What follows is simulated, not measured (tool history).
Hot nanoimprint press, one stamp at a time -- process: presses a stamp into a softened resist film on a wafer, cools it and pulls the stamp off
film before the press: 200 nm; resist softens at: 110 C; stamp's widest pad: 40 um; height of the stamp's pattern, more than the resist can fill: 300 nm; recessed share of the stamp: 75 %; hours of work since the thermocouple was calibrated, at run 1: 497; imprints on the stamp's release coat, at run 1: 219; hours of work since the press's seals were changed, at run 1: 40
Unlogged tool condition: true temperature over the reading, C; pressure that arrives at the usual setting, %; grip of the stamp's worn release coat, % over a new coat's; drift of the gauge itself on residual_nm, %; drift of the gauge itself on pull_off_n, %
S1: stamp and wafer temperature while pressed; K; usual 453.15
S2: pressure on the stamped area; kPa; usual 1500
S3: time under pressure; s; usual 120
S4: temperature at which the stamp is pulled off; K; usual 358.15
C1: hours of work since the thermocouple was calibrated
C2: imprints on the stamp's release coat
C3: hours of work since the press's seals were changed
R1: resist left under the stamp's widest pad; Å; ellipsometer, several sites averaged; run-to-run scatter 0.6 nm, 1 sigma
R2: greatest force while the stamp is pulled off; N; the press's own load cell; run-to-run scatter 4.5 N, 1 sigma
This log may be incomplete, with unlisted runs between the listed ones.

Run 1, hour 0: usual settings; C1 497; C2 219; C3 40. Result: R1 1140 Å, R2 215 N.
Run 2, hour 22.6: usual settings; C1 507; C2 275; C3 50. Result: R1 1138 Å, R2 225 N.
Run 3, hour 38.4: usual settings; C1 515; C2 314; C3 58. Result: R1 1142 Å, R2 226 N.
Run 4, hour 54.9: usual settings but S4 365.15 K; C1 522; C2 355; C3 65. Result: R1 1140 Å, R2 199 N.
Run 5, hour 68.6: usual settings but S4 365.15 K; C1 528; C2 390; C3 71. Result: R1 1141 Å, R2 197 N.
Run 6, hour 85.1: usual settings; C1 536; C2 431; C3 79. Result: R1 1152 Å, R2 223 N.
Run 7, hour 103.4: usual settings; C1 544; C2 476; C3 87. Result: R1 1144 Å, R2 221 N.
Run 8, hour 124: usual settings but S3 213 s; C1 554; C2 527; C3 97. Result: R1 959 Å, R2 223 N.
Run 9, hour 137.5: usual settings but S1 463.15 K, S3 213 s; C1 560; C2 561; C3 103. Result: R1 669 Å, R2 214 N.
Run 10, hour 153.9: usual settings but S3 70 s; C1 567; C2 602; C3 110. Result: R1 1341 Å, R2 219 N.
At hour 166.3: plate thermocouple calibrated.
Run 11, hour 169.8: usual settings but S1 460.15 K, S3 70 s; C1 2; C2 634; C3 116. Result: R1 1074 Å, R2 215 N.
Run 12, hour 186.1: usual settings but S1 460.15 K, S3 70 s; C1 9; C2 675; C3 124. Result: R1 1076 Å, R2 223 N.
Run 13, hour 202.9: usual settings but S1 460.15 K, S3 70 s; C1 17; C2 717; C3 131. Result: R1 1078 Å, R2 222 N.
Run 14, hour 226.1: usual settings; C1 27; C2 775; C3 142. Result: R1 1146 Å, R2 222 N.

Expected results for the next run?
Run 15, hour 241.3: usual settings; C1 34; C2 812; C3 149. Result: R1 ?, R2 ?.

Run 15 came out at R1 1149 Å, R2 219 N.
On a tool with no hidden condition, and with the same random variation, this run would have come out at R1 1134 Å, R2 218 N.

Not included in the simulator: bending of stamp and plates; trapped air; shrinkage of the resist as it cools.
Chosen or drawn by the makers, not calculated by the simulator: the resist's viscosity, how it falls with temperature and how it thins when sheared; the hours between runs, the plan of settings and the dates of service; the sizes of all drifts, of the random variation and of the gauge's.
